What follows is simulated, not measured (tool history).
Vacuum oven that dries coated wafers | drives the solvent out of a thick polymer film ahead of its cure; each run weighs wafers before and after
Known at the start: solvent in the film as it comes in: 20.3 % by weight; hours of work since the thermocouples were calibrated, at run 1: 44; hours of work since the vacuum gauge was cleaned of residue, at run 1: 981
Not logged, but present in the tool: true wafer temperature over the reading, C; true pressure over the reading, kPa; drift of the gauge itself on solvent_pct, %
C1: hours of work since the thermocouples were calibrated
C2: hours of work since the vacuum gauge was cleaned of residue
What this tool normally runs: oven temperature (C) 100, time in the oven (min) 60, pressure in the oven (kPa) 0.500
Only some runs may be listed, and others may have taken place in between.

run 1 hour=0.0 | oven_temperature_(C)=100 time_in_the_oven_(min)=60 pressure_in_the_oven_(kPa)=0.500 | C1=44 C2=981 | solvent_left_in_the_film_(%)=1.41
run 2 hour=49.1 | oven_temperature_(C)=100 time_in_the_oven_(min)=35 pressure_in_the_oven_(kPa)=0.500 | C1=73 C2=1011 | solvent_left_in_the_film_(%)=3.54
run 3 hour=87.8 | oven_temperature_(C)=99 time_in_the_oven_(min)=60 pressure_in_the_oven_(kPa)=0.500 | C1=97 C2=1034 | solvent_left_in_the_film_(%)=1.51
run 4 hour=111.7 | oven_temperature_(C)=99 time_in_the_oven_(min)=60 pressure_in_the_oven_(kPa)=0.500 | C1=112 C2=1049 | solvent_left_in_the_film_(%)=1.53
run 5 hour=165.1 | oven_temperature_(C)=99 time_in_the_oven_(min)=60 pressure_in_the_oven_(kPa)=0.500 | C1=144 C2=1082 | solvent_left_in_the_film_(%)=1.51
run 6 hour=210.3 | oven_temperature_(C)=100 time_in_the_oven_(min)=44 pressure_in_the_oven_(kPa)=0.500 | C1=172 C2=1109 | solvent_left_in_the_film_(%)=2.45
run 7 hour=262.6 | oven_temperature_(C)=100 time_in_the_oven_(min)=44 pressure_in_the_oven_(kPa)=0.500 | C1=203 C2=1141 | solvent_left_in_the_film_(%)=2.43
run 8 hour=288.2 | oven_temperature_(C)=100 time_in_the_oven_(min)=36 pressure_in_the_oven_(kPa)=0.500 | C1=219 C2=1157 | solvent_left_in_the_film_(%)=3.32
run 9 hour=312.7 | oven_temperature_(C)=100 time_in_the_oven_(min)=36 pressure_in_the_oven_(kPa)=0.500 | C1=234 C2=1171 | solvent_left_in_the_film_(%)=3.32
run 10 hour=365.7 | oven_temperature_(C)=100 time_in_the_oven_(min)=36 pressure_in_the_oven_(kPa)=0.500 | C1=266 C2=1204 | solvent_left_in_the_film_(%)=3.32
run 11 hour=412.1 | oven_temperature_(C)=100 time_in_the_oven_(min)=36 pressure_in_the_oven_(kPa)=0.500 | C1=294 C2=1232 | solvent_left_in_the_film_(%)=3.34
run 12 hour=457.8 | oven_temperature_(C)=100 time_in_the_oven_(min)=36 pressure_in_the_oven_(kPa)=1.187 | C1=322 C2=1260 | solvent_left_in_the_film_(%)=3.61
run 13 hour=490.1 | oven_temperature_(C)=101 time_in_the_oven_(min)=60 pressure_in_the_oven_(kPa)=0.500 | C1=342 C2=1279 | solvent_left_in_the_film_(%)=1.24
run 14 hour=526.6 | oven_temperature_(C)=101 time_in_the_oven_(min)=60 pressure_in_the_oven_(kPa)=0.500 | C1=364 C2=1302 | solvent_left_in_the_film_(%)=1.25
run 15 hour=569.7 | oven_temperature_(C)=101 time_in_the_oven_(min)=31 pressure_in_the_oven_(kPa)=0.691 | C1=390 C2=1328 | solvent_left_in_the_film_(%)=3.89
run 16 hour=595.0 | oven_temperature_(C)=111 time_in_the_oven_(min)=31 pressure_in_the_oven_(kPa)=0.636 | C1=406 C2=1343 | solvent_left_in_the_film_(%)=1.96
run 17 hour=625.9 | oven_temperature_(C)=99 time_in_the_oven_(min)=31 pressure_in_the_oven_(kPa)=0.636 | C1=425 C2=1362 | solvent_left_in_the_film_(%)=4.35
run 18 hour=678.0 | oven_temperature_(C)=99 time_in_the_oven_(min)=31 pressure_in_the_oven_(kPa)=0.636 | C1=456 C2=1394 | solvent_left_in_the_film_(%)=4.36
run 19 hour=706.1 | oven_temperature_(C)=115 time_in_the_oven_(min)=48 pressure_in_the_oven_(kPa)=1.345 | C1=473 C2=1411 | solvent_left_in_the_film_(%)=0.81
run 20 hour=733.1 | oven_temperature_(C)=98 time_in_the_oven_(min)=60 pressure_in_the_oven_(kPa)=0.500 | C1=490 C2=1427 | solvent_left_in_the_film_(%)=1.63
run 21 hour=785.4 | oven_temperature_(C)=89 time_in_the_oven_(min)=84 pressure_in_the_oven_(kPa)=1.486 | C1=522 C2=1459 | solvent_left_in_the_film_(%)=2.66
run 22 hour=825.3 | oven_temperature_(C)=96 time_in_the_oven_(min)=78 pressure_in_the_oven_(kPa)=1.718 | C1=546 C2=1483 | solvent_left_in_the_film_(%)=1.88
run 23 hour=858.3 | oven_temperature_(C)=96 time_in_the_oven_(min)=98 pressure_in_the_oven_(kPa)=1.987 | C1=566 C2=1504 | solvent_left_in_the_film_(%)=1.72
run 24 hour=909.9 | oven_temperature_(C)=96 time_in_the_oven_(min)=98 pressure_in_the_oven_(kPa)=1.987 | C1=597 C2=1535 | solvent_left_in_the_film_(%)=1.74
run 25 hour=942.8 | oven_temperature_(C)=96 time_in_the_oven_(min)=98 pressure_in_the_oven_(kPa)=1.987 | C1=617 C2=1555 | solvent_left_in_the_film_(%)=1.74
run 26 hour=970.5 | oven_temperature_(C)=93 time_in_the_oven_(min)=48 pressure_in_the_oven_(kPa)=1.348 | C1=634 C2=1572 | solvent_left_in_the_film_(%)=3.85
run 27 hour=995.5 | oven_temperature_(C)=92 time_in_the_oven_(min)=65 pressure_in_the_oven_(kPa)=1.348 | C1=650 C2=1587 | solvent_left_in_the_film_(%)=2.79

What if the next run were any one of these 5? Each begins from the tool's condition after run 27:
run A hour=1022.0 | oven_temperature_(C)=100 time_in_the_oven_(min)=39 pressure_in_the_oven_(kPa)=0.500 | C1=666 C2=1603 | solvent_left_in_the_film_(%)=?
run B hour=1022.0 | oven_temperature_(C)=100 time_in_the_oven_(min)=97 pressure_in_the_oven_(kPa)=0.500 | C1=666 C2=1603 | solvent_left_in_the_film_(%)=?
run C hour=1022.0 | oven_temperature_(C)=92 time_in_the_oven_(min)=60 pressure_in_the_oven_(kPa)=0.365 | C1=666 C2=1603 | solvent_left_in_the_film_(%)=?
run D hour=1022.0 | oven_temperature_(C)=89 time_in_the_oven_(min)=103 pressure_in_the_oven_(kPa)=1.567 | C1=666 C2=1603 | solvent_left_in_the_film_(%)=?
run E hour=1022.0 | oven_temperature_(C)=100 time_in_the_oven_(min)=60 pressure_in_the_oven_(kPa)=0.741 | C1=666 C2=1603 | solvent_left_in_the_film_(%)=?

run=A solvent_left_in_the_film_(%)=2.84
run=B solvent_left_in_the_film_(%)=0.66
run=C solvent_left_in_the_film_(%)=2.50
run=D solvent_left_in_the_film_(%)=2.20
run=E solvent_left_in_the_film_(%)=1.48
The same runs, with their run-to-run variation unchanged, on a tool lacking any hidden condition would have given:
run=A solvent_left_in_the_film_(%)=2.74
run=B solvent_left_in_the_film_(%)=0.40
run=C solvent_left_in_the_film_(%)=2.29
run=D solvent_left_in_the_film_(%)=1.88
run=E solvent_left_in_the_film_(%)=1.29
